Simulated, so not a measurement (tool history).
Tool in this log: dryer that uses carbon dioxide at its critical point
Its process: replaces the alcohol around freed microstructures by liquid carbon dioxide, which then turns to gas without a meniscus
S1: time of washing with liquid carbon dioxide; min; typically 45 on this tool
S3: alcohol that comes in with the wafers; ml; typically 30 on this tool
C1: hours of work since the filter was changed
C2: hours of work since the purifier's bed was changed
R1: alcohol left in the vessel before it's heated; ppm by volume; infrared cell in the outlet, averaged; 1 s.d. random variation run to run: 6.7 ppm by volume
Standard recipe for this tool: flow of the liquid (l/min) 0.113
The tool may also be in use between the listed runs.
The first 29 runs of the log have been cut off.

run 30 hour=1271.1 | S1=32 flow_of_the_liquid_(l/min)=0.1 S3=21 | C1=199 C2=418 | R1=1662
run 31 hour=1325.6 | S1=32 flow_of_the_liquid_(l/min)=0.077 S3=21 | C1=241 C2=459 | R1=3002
run 32 hour=1390.7 | S1=32 flow_of_the_liquid_(l/min)=0.077 S3=21 | C1=290 C2=508 | R1=3241
-- hour=1428.1 inlet filter changed
run 33 hour=1449.5 | S1=32 flow_of_the_liquid_(l/min)=0.183 S3=56 | C1=16 C2=552 | R1=362
run 34 hour=1482.9 | S1=32 flow_of_the_liquid_(l/min)=0.183 S3=56 | C1=42 C2=577 | R1=405
run 35 hour=1526.7 | S1=32 flow_of_the_liquid_(l/min)=0.183 S3=56 | C1=75 C2=611 | R1=416
run 36 hour=1586.5 | S1=45 flow_of_the_liquid_(l/min)=0.154 S3=34 | C1=120 C2=656 | R1=184
run 37 hour=1634.9 | S1=45 flow_of_the_liquid_(l/min)=0.154 S3=34 | C1=157 C2=693 | R1=187
run 38 hour=1678.3 | S1=35 flow_of_the_liquid_(l/min)=0.153 S3=55 | C1=190 C2=726 | R1=798

Alternative continuations, all from the tool just after run 38; predict every row:
run A hour=1706.1 | S1=34 flow_of_the_liquid_(l/min)=0.113 S3=25 | C1=211 C2=747 | R1=?
run B hour=1706.1 | S1=32 flow_of_the_liquid_(l/min)=0.153 S3=55 | C1=211 C2=747 | R1=?
run C hour=1706.1 | S1=45 flow_of_the_liquid_(l/min)=0.166 S3=30 | C1=211 C2=747 | R1=?

run=A R1=1225
run=B R1=1166
run=C R1=172
With the hidden condition removed and each run's random variation left untouched, the same runs would have given:
run=A R1=769
run=B R1=659
run=C R1=44
